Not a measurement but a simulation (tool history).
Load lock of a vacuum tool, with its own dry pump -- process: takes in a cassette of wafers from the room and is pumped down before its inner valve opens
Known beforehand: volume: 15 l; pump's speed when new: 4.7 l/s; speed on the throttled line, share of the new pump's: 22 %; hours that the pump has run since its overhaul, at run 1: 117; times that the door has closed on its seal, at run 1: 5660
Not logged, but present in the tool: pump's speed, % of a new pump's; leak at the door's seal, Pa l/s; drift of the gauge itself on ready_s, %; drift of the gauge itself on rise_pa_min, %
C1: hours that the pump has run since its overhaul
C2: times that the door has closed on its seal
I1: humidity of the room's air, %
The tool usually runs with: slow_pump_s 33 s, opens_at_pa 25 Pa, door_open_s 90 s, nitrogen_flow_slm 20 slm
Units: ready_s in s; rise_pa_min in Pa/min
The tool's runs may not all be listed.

run 1 hour=0 | slow_pump_s=33 opens_at_pa=25 door_open_s=90 nitrogen_flow_slm=20 | C1=117 C2=5660 | I1=45.6 | ready_s=53.1 rise_pa_min=0.074
run 2 hour=104.6 | slow_pump_s=33 opens_at_pa=25 door_open_s=90 nitrogen_flow_slm=20 | C1=222 C2=5855 | I1=46.4 | ready_s=52.1 rise_pa_min=0.064
run 3 hour=185 | slow_pump_s=33 opens_at_pa=25 door_open_s=90 nitrogen_flow_slm=20 | C1=302 C2=6006 | I1=48 | ready_s=52 rise_pa_min=0.076
run 4 hour=283.3 | slow_pump_s=26 opens_at_pa=25 door_open_s=90 nitrogen_flow_slm=20 | C1=400 C2=6189 | I1=45.1 | ready_s=47.1 rise_pa_min=0.074
run 5 hour=395.6 | slow_pump_s=26 opens_at_pa=25 door_open_s=90 nitrogen_flow_slm=20 | C1=513 C2=6399 | I1=43.1 | ready_s=47 rise_pa_min=0.072
run 6 hour=467.3 | slow_pump_s=33 opens_at_pa=25 door_open_s=90 nitrogen_flow_slm=20 | C1=584 C2=6533 | I1=46.8 | ready_s=52.1 rise_pa_min=0.077
run 7 hour=561.9 | slow_pump_s=33 opens_at_pa=25 door_open_s=90 nitrogen_flow_slm=20 | C1=679 C2=6710 | I1=42.1 | ready_s=51.9 rise_pa_min=0.074
run 8 hour=614.4 | slow_pump_s=33 opens_at_pa=25 door_open_s=90 nitrogen_flow_slm=20 | C1=732 C2=6808 | I1=43.6 | ready_s=52.6 rise_pa_min=0.075
run 9 hour=668.7 | slow_pump_s=31 opens_at_pa=25 door_open_s=90 nitrogen_flow_slm=20 | C1=786 C2=6910 | I1=44.4 | ready_s=50.7 rise_pa_min=0.074
run 10 hour=773.8 | slow_pump_s=48 opens_at_pa=25 door_open_s=90 nitrogen_flow_slm=20 | C1=891 C2=7106 | I1=43.6 | ready_s=63.8 rise_pa_min=0.082
run 11 hour=861.2 | slow_pump_s=48 opens_at_pa=25 door_open_s=90 nitrogen_flow_slm=20 | C1=978 C2=7270 | I1=45.4 | ready_s=64.6 rise_pa_min=0.081
run 12 hour=954 | slow_pump_s=50 opens_at_pa=25 door_open_s=90 nitrogen_flow_slm=20 | C1=1071 C2=7443 | I1=46.9 | ready_s=65.5 rise_pa_min=0.081
run 13 hour=1002.3 | slow_pump_s=33 opens_at_pa=25 door_open_s=90 nitrogen_flow_slm=20 | C1=1119 C2=7533 | I1=45.5 | ready_s=52.7 rise_pa_min=0.085
run 14 hour=1067.8 | slow_pump_s=29 opens_at_pa=25 door_open_s=90 nitrogen_flow_slm=20 | C1=1185 C2=7656 | I1=44 | ready_s=48.9 rise_pa_min=0.083
run 15 hour=1134.1 | slow_pump_s=33 opens_at_pa=25 door_open_s=90 nitrogen_flow_slm=20 | C1=1251 C2=7780 | I1=46.3 | ready_s=53.1 rise_pa_min=0.084
run 16 hour=1234.3 | slow_pump_s=33 opens_at_pa=25 door_open_s=33 nitrogen_flow_slm=20 | C1=1351 C2=7967 | I1=42.2 | ready_s=52.8 rise_pa_min=0.081
run 17 hour=1299.6 | slow_pump_s=51 opens_at_pa=25 door_open_s=90 nitrogen_flow_slm=20 | C1=1417 C2=8089 | I1=45.5 | ready_s=66.7 rise_pa_min=0.092
run 18 hour=1366.9 | slow_pump_s=51 opens_at_pa=25 door_open_s=90 nitrogen_flow_slm=20 | C1=1484 C2=8215 | I1=41.6 | ready_s=67.3 rise_pa_min=0.087
run 19 hour=1465.1 | slow_pump_s=33 opens_at_pa=25 door_open_s=50 nitrogen_flow_slm=20 | C1=1582 C2=8399 | I1=45 | ready_s=52.8 rise_pa_min=0.09
run 20 hour=1578.1 | slow_pump_s=33 opens_at_pa=25 door_open_s=50 nitrogen_flow_slm=20 | C1=1695 C2=8610 | I1=42.1 | ready_s=53.2 rise_pa_min=0.084
run 21 hour=1690.7 | slow_pump_s=32 opens_at_pa=28 door_open_s=30 nitrogen_flow_slm=8 | C1=1808 C2=8820 | I1=46.5 | ready_s=51.7 rise_pa_min=0.103
run 22 hour=1740.4 | slow_pump_s=33 opens_at_pa=37 door_open_s=55 nitrogen_flow_slm=20 | C1=1858 C2=8913 | I1=44.3 | ready_s=51.4 rise_pa_min=0.092
run 23 hour=1797.8 | slow_pump_s=33 opens_at_pa=37 door_open_s=55 nitrogen_flow_slm=20 | C1=1915 C2=9021 | I1=46.3 | ready_s=50.8 rise_pa_min=0.091
run 24 hour=1852.9 | slow_pump_s=33 opens_at_pa=37 door_open_s=55 nitrogen_flow_slm=20 | C1=1970 C2=9124 | I1=45.6 | ready_s=51.3 rise_pa_min=0.095
run 25 hour=1918.9 | slow_pump_s=33 opens_at_pa=37 door_open_s=151 nitrogen_flow_slm=21 | C1=2036 C2=9247 | I1=43.8 | ready_s=51.6 rise_pa_min=0.099
run 26 hour=2003.7 | slow_pump_s=33 opens_at_pa=37 door_open_s=151 nitrogen_flow_slm=21 | C1=2121 C2=9406 | I1=47.1 | ready_s=51.4 rise_pa_min=0.105
run 27 hour=2087.4 | slow_pump_s=33 opens_at_pa=42 door_open_s=106 nitrogen_flow_slm=21 | C1=2205 C2=9562 | I1=42 | ready_s=51.3 rise_pa_min=0.099
run 28 hour=2162.3 | slow_pump_s=33 opens_at_pa=42 door_open_s=106 nitrogen_flow_slm=21 | C1=2279 C2=9702 | I1=42.5 | ready_s=50.4 rise_pa_min=0.099
run 29 hour=2255.6 | slow_pump_s=36 opens_at_pa=49 door_open_s=46 nitrogen_flow_slm=12 | C1=2373 C2=9877 | I1=43.3 | ready_s=53.7 rise_pa_min=0.107
run 30 hour=2321.9 | slow_pump_s=24 opens_at_pa=19 door_open_s=90 nitrogen_flow_slm=5 | C1=2439 C2=10000 | I1=43.1 | ready_s=46.7 rise_pa_min=0.131
run 31 hour=2407 | slow_pump_s=35 opens_at_pa=25 door_open_s=45 nitrogen_flow_slm=9 | C1=2524 C2=10159 | I1=45.4 | ready_s=53.8 rise_pa_min=0.114
run 32 hour=2516.6 | slow_pump_s=35 opens_at_pa=25 door_open_s=45 nitrogen_flow_slm=9 | C1=2634 C2=10364 | I1=43.2 | ready_s=54.2 rise_pa_min=0.112
run 33 hour=2599.8 | slow_pump_s=35 opens_at_pa=33 door_open_s=56 nitrogen_flow_slm=27 | C1=2717 C2=10520 | I1=47.9 | ready_s=53.7 rise_pa_min=0.107
run 34 hour=2690.4 | slow_pump_s=29 opens_at_pa=35 door_open_s=133 nitrogen_flow_slm=27 | C1=2808 C2=10689 | I1=43.8 | ready_s=48.6 rise_pa_min=0.112
run 35 hour=2774.6 | slow_pump_s=33 opens_at_pa=25 door_open_s=40 nitrogen_flow_slm=20 | C1=2892 C2=10847 | I1=42.2 | ready_s=53 rise_pa_min=0.104
run 36 hour=2849.7 | slow_pump_s=37 opens_at_pa=30 door_open_s=90 nitrogen_flow_slm=8 | C1=2967 C2=10987 | I1=48.5 | ready_s=55.7 rise_pa_min=0.138

3 options for the next run, each taken on its own from the tool as it stands now. Forecast them:
run A hour=2907.4 | slow_pump_s=37 opens_at_pa=34 door_open_s=90 nitrogen_flow_slm=4 | C1=3025 C2=11095 | I1=43.9 | ready_s=? rise_pa_min=?
run B hour=2907.4 | slow_pump_s=46 opens_at_pa=31 door_open_s=90 nitrogen_flow_slm=20 | C1=3025 C2=11095 | I1=42.2 | ready_s=? rise_pa_min=?
run C hour=2907.4 | slow_pump_s=37 opens_at_pa=30 door_open_s=152 nitrogen_flow_slm=7 | C1=3025 C2=11095 | I1=45.7 | ready_s=? rise_pa_min=?

run=A ready_s=54.8 rise_pa_min=0.147
run=B ready_s=61.6 rise_pa_min=0.116
run=C ready_s=55.3 rise_pa_min=0.148
Had the tool no hidden state, the same runs would have come out as:
run=A ready_s=54.4 rise_pa_min=0.067
run=B ready_s=61.2 rise_pa_min=0.035
run=C ready_s=54.9 rise_pa_min=0.067

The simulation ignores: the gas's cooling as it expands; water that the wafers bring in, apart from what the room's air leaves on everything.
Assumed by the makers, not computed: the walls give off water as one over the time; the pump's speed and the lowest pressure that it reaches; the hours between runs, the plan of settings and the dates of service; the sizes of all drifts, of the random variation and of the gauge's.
